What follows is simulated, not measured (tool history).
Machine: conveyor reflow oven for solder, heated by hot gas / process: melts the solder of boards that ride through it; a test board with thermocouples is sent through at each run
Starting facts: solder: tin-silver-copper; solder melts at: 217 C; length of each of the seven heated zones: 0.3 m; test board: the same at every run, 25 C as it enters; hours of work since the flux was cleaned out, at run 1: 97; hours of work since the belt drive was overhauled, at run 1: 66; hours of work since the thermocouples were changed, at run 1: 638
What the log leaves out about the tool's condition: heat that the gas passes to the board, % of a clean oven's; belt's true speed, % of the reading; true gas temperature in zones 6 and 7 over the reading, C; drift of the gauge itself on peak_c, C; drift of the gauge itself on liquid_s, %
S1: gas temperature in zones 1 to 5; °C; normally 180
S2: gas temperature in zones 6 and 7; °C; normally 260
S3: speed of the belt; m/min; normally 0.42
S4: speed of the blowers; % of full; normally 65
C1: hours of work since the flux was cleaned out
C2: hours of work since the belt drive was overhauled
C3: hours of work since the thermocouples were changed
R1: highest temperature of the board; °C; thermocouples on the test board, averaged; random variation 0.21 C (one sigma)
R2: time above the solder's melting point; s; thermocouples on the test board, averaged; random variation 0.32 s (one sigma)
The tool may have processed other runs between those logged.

run,hour,S1,S2,S3,S4,C1,C2,C3,R1,R2
1,0,180,260,0.42,65,97,66,638,246.2,60.8
2,22,180,260,0.42,65,110,79,651,245.7,60.8
3,72.9,180,260,0.42,65,139,108,680,246.2,60.7
# hour 93.5: thermocouples of zones 6 and 7 changed
4,105,180,260,0.42,65,157,126,7,243.6,57.2
5,150.5,180,260,0.42,65,183,152,33,243.2,57.9
6,172.4,180,260,0.42,65,196,165,46,243.4,58
7,218.7,180,260,0.42,52,222,191,72,239.3,50.6
8,264.6,180,260,0.42,52,249,218,99,238.8,50.4
# hour 285.9: flux residue cleaned out of gas plates and filters
9,318.6,180,274,0.42,65,19,246,127,257.3,70.3
10,353.8,180,265,0.42,65,39,267,147,249.1,63.9
11,384.5,180,260,0.42,65,57,284,165,245,59.7
12,428.8,180,260,0.42,65,82,310,191,244.4,59.2
13,465.9,180,260,0.42,65,104,331,212,244.4,60.3
# hour 473: belt drive overhauled, speed set with a stopwatch
14,499.9,180,260,0.42,65,121,16,229,244.5,59.3
15,530.1,175,260,0.342,65,139,33,247,249.4,79.5

For run 16, what comes out?
16,553.2,184,260,0.42,50,152,46,260,?,?

For run 16 the tool returned R1 240 °C, R2 54 s.
Take away the tool's hidden state, keep the run-to-run variation as it was, and the same run would have given R1 240.3 °C, R2 54.3 s.

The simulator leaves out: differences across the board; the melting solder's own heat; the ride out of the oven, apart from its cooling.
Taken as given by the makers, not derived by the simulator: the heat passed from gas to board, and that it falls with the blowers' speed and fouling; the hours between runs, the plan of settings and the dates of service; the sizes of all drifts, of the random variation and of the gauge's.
